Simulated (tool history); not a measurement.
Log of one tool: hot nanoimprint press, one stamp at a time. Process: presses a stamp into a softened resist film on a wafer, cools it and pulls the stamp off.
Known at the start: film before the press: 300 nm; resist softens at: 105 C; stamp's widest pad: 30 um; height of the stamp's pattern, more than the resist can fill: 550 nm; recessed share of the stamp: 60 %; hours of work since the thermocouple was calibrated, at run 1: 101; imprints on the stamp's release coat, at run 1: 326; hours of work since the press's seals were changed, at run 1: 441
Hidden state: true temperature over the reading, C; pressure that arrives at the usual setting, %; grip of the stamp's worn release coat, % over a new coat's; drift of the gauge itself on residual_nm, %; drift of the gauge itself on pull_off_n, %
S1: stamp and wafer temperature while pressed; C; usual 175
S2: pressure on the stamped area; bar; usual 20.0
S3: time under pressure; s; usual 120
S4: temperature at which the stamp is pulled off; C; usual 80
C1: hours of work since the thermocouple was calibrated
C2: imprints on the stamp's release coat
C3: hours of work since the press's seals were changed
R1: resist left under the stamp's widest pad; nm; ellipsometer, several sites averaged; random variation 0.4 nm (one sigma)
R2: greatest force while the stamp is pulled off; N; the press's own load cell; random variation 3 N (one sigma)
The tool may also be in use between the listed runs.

| run | day | S1 | S2 | S3 | S4 | C1 | C2 | C3 | R1 | R2 |
|---|---|---|---|---|---|---|---|---|---|---|
| 1 | 0.000 | 175 | 20.0 | 120 | 80 | 101 | 326 | 441 | 141.9 | 159 |
| 2 | 0.404 | 175 | 20.0 | 97 | 80 | 107 | 356 | 447 | 152.8 | 149 |
| 3 | 0.850 | 175 | 20.0 | 97 | 80 | 114 | 389 | 454 | 152.3 | 161 |
| 4 | 1.275 | 175 | 20.0 | 120 | 80 | 121 | 420 | 460 | 142.0 | 164 |
| 5 | 1.696 | 175 | 22.4 | 120 | 80 | 127 | 451 | 466 | 133.6 | 162 |
| 6 | 2.412 | 175 | 22.4 | 120 | 80 | 138 | 504 | 477 | 134.1 | 163 |
| 7 | 3.021 | 175 | 22.4 | 120 | 80 | 147 | 549 | 486 | 134.6 | 172 |
| 8 | 3.521 | 175 | 22.4 | 120 | 80 | 155 | 586 | 494 | 133.9 | 178 |
| 9 | 4.358 | 175 | 22.4 | 120 | 80 | 167 | 648 | 507 | 133.5 | 178 |
| 10 | 5.146 | 175 | 20.0 | 135 | 80 | 179 | 705 | 518 | 136.9 | 178 |
| 11 | 5.825 | 175 | 21.7 | 135 | 80 | 189 | 755 | 529 | 131.6 | 172 |
| 12 | 6.675 | 175 | 21.7 | 135 | 80 | 202 | 818 | 542 | 131.2 | 174 |
| 13 | 7.079 | 175 | 27.0 | 120 | 80 | 208 | 848 | 548 | 120.3 | 181 |
| 14 | 7.842 | 175 | 27.0 | 120 | 80 | 220 | 904 | 559 | 121.1 | 184 |
| 15 | 8.704 | 175 | 27.0 | 120 | 80 | 233 | 968 | 572 | 119.9 | 196 |
| 16 | 9.433 | 175 | 30.2 | 120 | 80 | 244 | 1022 | 583 | 113.1 | 197 |
| 17 | 10.017 | 175 | 30.2 | 120 | 80 | 253 | 1065 | 592 | 113.1 | 190 |
| 18 | 10.483 | 175 | 20.0 | 88 | 80 | 260 | 1099 | 599 | 156.0 | 194 |

Forecast run 19:
| 19 | 11.412 | 175 | 13.4 | 116 | 82 | 274 | 1167 | 613 | ? | ? |

Run 19 gave R1 176.3 nm, R2 186 N.
Without the tool's hidden state the same run would have given R1 177.0 nm, R2 130 N.

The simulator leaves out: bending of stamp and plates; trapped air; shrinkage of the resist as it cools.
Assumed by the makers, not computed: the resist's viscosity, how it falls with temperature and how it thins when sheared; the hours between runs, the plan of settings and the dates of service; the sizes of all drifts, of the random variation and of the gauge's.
